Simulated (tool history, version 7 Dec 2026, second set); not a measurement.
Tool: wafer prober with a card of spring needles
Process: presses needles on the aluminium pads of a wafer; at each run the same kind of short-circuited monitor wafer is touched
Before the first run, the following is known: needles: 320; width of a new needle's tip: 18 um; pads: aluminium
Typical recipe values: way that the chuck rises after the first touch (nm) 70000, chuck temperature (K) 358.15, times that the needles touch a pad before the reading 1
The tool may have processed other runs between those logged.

| run | hour | way that the chuck rises after the first touch (nm) | chuck temperature (K) | times that the needles touch a pad before the reading | resistance of one needle with its contact and lead (mohm) | way that a needle slides on the pad (nm) |
|---|---|---|---|---|---|---|
| 1 | 0 | 70000 | 358.15 | 1 | 206 | 13040 |
|  | 5.1 | tips cleaned on abrasive film |
|  | 29.4 | tips cleaned on abrasive film |
|  | 53.2 | tips cleaned on abrasive film |
| 2 | 63.1 | 70000 | 358.15 | 1 | 185 | 12970 |
|  | 82.1 | tips cleaned on abrasive film |
| 3 | 93.5 | 70000 | 358.15 | 1 | 197 | 13010 |
|  | 106.2 | tips cleaned on abrasive film |
|  | 130 | tips cleaned on abrasive film |
| 4 | 152 | 70000 | 358.15 | 1 | 214 | 12970 |
|  | 156.4 | tips cleaned on abrasive film |
|  | 183.2 | tips cleaned on abrasive film |
| 5 | 194.1 | 70000 | 358.15 | 1 | 191 | 12980 |
|  | 209.7 | tips cleaned on abrasive film |
|  | 236.3 | tips cleaned on abrasive film |
| 6 | 239.6 | 70000 | 317.15 | 1 | 149 | 12910 |
|  | 263.8 | tips cleaned on abrasive film |
|  | 290.1 | tips cleaned on abrasive film |
| 7 | 303.6 | 70000 | 358.15 | 1 | 210 | 12930 |
|  | 316.3 | tips cleaned on abrasive film |
|  | 342 | tips cleaned on abrasive film |
| 8 | 357.5 | 70000 | 358.15 | 1 | 206 | 12880 |
|  | 367 | tips cleaned on abrasive film |
|  | 393.4 | tips cleaned on abrasive film |
| 9 | 407.3 | 70000 | 398.15 | 1 | 203 | 12870 |
|  | 417.6 | tips cleaned on abrasive film |
|  | 443.6 | tips cleaned on abrasive film |
| 10 | 443.6 | 70000 | 358.15 | 1 | 123 | 12820 |
|  | 470.4 | tips cleaned on abrasive film |
| 11 | 479.2 | 70000 | 358.15 | 1 | 184 | 12860 |
|  | 494.9 | tips cleaned on abrasive film |
|  | 517.3 | height of the first contact set anew |
|  | 520.4 | tips cleaned on abrasive film |
| 12 | 525.2 | 70000 | 358.15 | 1 | 166 | 12670 |
|  | 545.8 | tips cleaned on abrasive film |
|  | 569.8 | tips cleaned on abrasive film |
| 13 | 577 | 70000 | 358.15 | 1 | 181 | 12680 |
|  | 598.6 | tips cleaned on abrasive film |
|  | 622.3 | tips cleaned on abrasive film |
| 14 | 631.6 | 70000 | 358.15 | 1 | 181 | 12650 |
|  | 650.6 | tips cleaned on abrasive film |
|  | 674.5 | tips cleaned on abrasive film |
| 15 | 694.3 | 70000 | 358.15 | 1 | 225 | 12630 |
|  | 700.2 | tips cleaned on abrasive film |
|  | 724 | tips cleaned on abrasive film |
|  | 751.4 | tips cleaned on abrasive film |
| 16 | 768.2 | 70000 | 358.15 | 1 | 223 | 12610 |
|  | 778.5 | tips cleaned on abrasive film |
|  | 802 | tips cleaned on abrasive film |
| 17 | 803.4 | 70000 | 358.15 | 1 | 138 | 12580 |
|  | 827.2 | tips cleaned on abrasive film |
|  | 854.8 | tips cleaned on abrasive film |
| 18 | 857.9 | 70000 | 358.15 | 1 | 151 | 12540 |
|  | 877.6 | height of the first contact set anew, once more |
|  | 882.1 | tips cleaned on abrasive film |
|  | 908.5 | tips cleaned on abrasive film |
| 19 | 919.7 | 70000 | 358.15 | 1 | 186 | 13070 |
|  | 933.6 | tips cleaned on abrasive film |
|  | 957.7 | tips cleaned on abrasive film |
|  | 983.7 | tips cleaned on abrasive film |
| 20 | 990.6 | 70000 | 358.15 | 1 | 174 | 13020 |
|  | 1008.1 | tips cleaned on abrasive film |
|  | 1032.9 | tips cleaned on abrasive film |
| 21 | 1038.4 | 70000 | 358.15 | 1 | 170 | 13020 |
|  | 1060 | tips cleaned on abrasive film |
| 22 | 1069.2 | 70000 | 358.15 | 1 | 186 | 13020 |
|  | 1083.6 | tips cleaned on abrasive film |
| 23 | 1106.2 | 69000 | 311.15 | 3 | 156 | 12830 |
|  | 1111.8 | tips cleaned on abrasive film |
|  | 1139 | tips cleaned on abrasive film |
| 24 | 1149.2 | 85000 | 302.15 | 1 | 158 | 15790 |
|  | 1163.6 | tips cleaned on abrasive film |
|  | 1188 | tips cleaned on abrasive film |
| 25 | 1210.4 | 85000 | 306.15 | 2 | 157 | 15770 |
|  | 1213.6 | tips cleaned on abrasive film |
|  | 1237 | tips cleaned on abrasive film |
| 26 | 1256.2 | 68000 | 330.15 | 3 | 153 | 12570 |
|  | 1261.9 | tips cleaned on abrasive film |
|  | 1288.5 | tips cleaned on abrasive film |
|  | 1313.9 | tips cleaned on abrasive film |
| 27 | 1317.1 | 54000 | 358.15 | 1 | 169 | 9910 |
|  | 1339.3 | tips cleaned on abrasive film |
|  | 1366.7 | tips cleaned on abrasive film |
|  | 1390.7 | tips cleaned on abrasive film |
| 28 | 1390.7 | 73000 | 316.15 | 1 | 117 | 13460 |
|  | 1416.8 | tips cleaned on abrasive film |
|  | 1444 | tips cleaned on abrasive film |
| 29 | 1448.6 | 55000 | 358.15 | 1 | 191 | 10040 |
|  | 1471.2 | tips cleaned on abrasive film |
| 30 | 1491.2 | 89000 | 360.15 | 1 | 188 | 16390 |
|  | 1495.6 | tips cleaned on abrasive film |
|  | 1505.2 | height of the first contact set anew |
|  | 1522.5 | tips cleaned on abrasive film |
|  | 1551.4 | tips cleaned on abrasive film |
| 31 | 1551.4 | 64000 | 355.15 | 1 | 131 | 11920 |

Each row is a separate what-if for the run after 31, all from the same tool condition, not one after another. Results?
|  | 1575.3 | tips cleaned on abrasive film |
|  | 1603.6 | tips cleaned on abrasive film |
| A | 1605.3 | 57000 | 336.15 | 2 | ? | ? |
|  | 1575.3 | tips cleaned on abrasive film |
|  | 1603.6 | tips cleaned on abrasive film |
| B | 1605.3 | 54000 | 316.15 | 2 | ? | ? |
|  | 1575.3 | tips cleaned on abrasive film |
|  | 1603.6 | tips cleaned on abrasive film |
| C | 1605.3 | 70000 | 363.15 | 1 | ? | ? |

| run | resistance of one needle with its contact and lead (mohm) | way that a needle slides on the pad (nm) |
|---|---|---|
| A | 142 | 10600 |
| B | 144 | 10060 |
| C | 145 | 13050 |
Without the tool's unlogged condition, the same runs would have read:
| run | resistance of one needle with its contact and lead (mohm) | way that a needle slides on the pad (nm) |
|---|---|---|
| A | 115 | 10640 |
| B | 113 | 10100 |
| C | 115 | 13090 |
